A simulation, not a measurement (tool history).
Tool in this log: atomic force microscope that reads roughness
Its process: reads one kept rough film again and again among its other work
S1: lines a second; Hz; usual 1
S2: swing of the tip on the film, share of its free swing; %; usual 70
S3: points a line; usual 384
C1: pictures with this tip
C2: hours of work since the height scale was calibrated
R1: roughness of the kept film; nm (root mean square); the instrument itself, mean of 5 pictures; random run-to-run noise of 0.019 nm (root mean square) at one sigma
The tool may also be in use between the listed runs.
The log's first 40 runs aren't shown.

Run 41, hour 815: usual settings but S1 1.17 Hz, S3 301; C1 74; C2 1314. Result: R1 4.735 nm (root mean square).
Run 42, hour 842.7: usual settings but S1 0.6 Hz, S2 62 %, S3 655; C1 125; C2 1336. Result: R1 4.916 nm (root mean square).
Run 43, hour 856.8: usual settings but S1 0.6 Hz, S2 62 %, S3 655; C1 151; C2 1347. Result: R1 4.92 nm (root mean square).
Run 44, hour 881.4: usual settings but S1 0.6 Hz, S2 62 %, S3 655; C1 197; C2 1367. Result: R1 4.885 nm (root mean square).
Run 45, hour 906.4: usual settings but S1 1.65 Hz, S2 62 %, S3 431; C1 243; C2 1386. Result: R1 4.743 nm (root mean square).
Run 46, hour 925.3: usual settings but S1 1.65 Hz, S2 62 %, S3 431; C1 279; C2 1401. Result: R1 4.735 nm (root mean square).
Run 47, hour 937.7: usual settings but S1 1.65 Hz, S2 62 %, S3 431; C1 302; C2 1411. Result: R1 4.767 nm (root mean square).
Run 48, hour 951.7: usual settings but S1 1.65 Hz, S2 62 %, S3 431; C1 328; C2 1422. Result: R1 4.728 nm (root mean square).
At hour 968.2: new tip fitted.
Run 49, hour 975.6: usual settings but S1 1.65 Hz, S2 62 %, S3 431; C1 14; C2 1441. Result: R1 4.754 nm (root mean square).
Run 50, hour 1000.6: usual settings but S1 2.39 Hz; C1 60; C2 1460. Result: R1 4.431 nm (root mean square).
Run 51, hour 1015.2: usual settings but S1 1.27 Hz, S2 69 %; C1 88; C2 1472. Result: R1 4.71 nm (root mean square).
Run 52, hour 1027.1: usual settings but S1 1.27 Hz, S2 69 %; C1 110; C2 1481. Result: R1 4.715 nm (root mean square).

Forecast each of these 4 alternatives for the next run:
At hour 1030.7: height scale calibrated on a step standard.
Run A, hour 1045.2: usual settings but S1 1.36 Hz, S2 62 %, S3 1021; C1 141; C2 11. Result: R1 ?.
At hour 1030.7: height scale calibrated on a step standard.
Run B, hour 1045.2: usual settings but S1 3.42 Hz, S2 81 %; C1 141; C2 11. Result: R1 ?.
At hour 1030.7: height scale calibrated on a step standard.
Run C, hour 1045.2: usual settings but S1 1.27 Hz, S2 63 %; C1 141; C2 11. Result: R1 ?.
At hour 1030.7: height scale calibrated on a step standard.
Run D, hour 1045.2: usual settings but S1 1.19 Hz, S2 81 %, S3 343; C1 141; C2 11. Result: R1 ?.

run     R1
  A  4.762
  B   3.76
  C   4.83
  D  4.457
With no hidden state in the tool, these same runs would have given:
run     R1
  A  4.771
  B  3.768
  C  4.839
  D  4.466
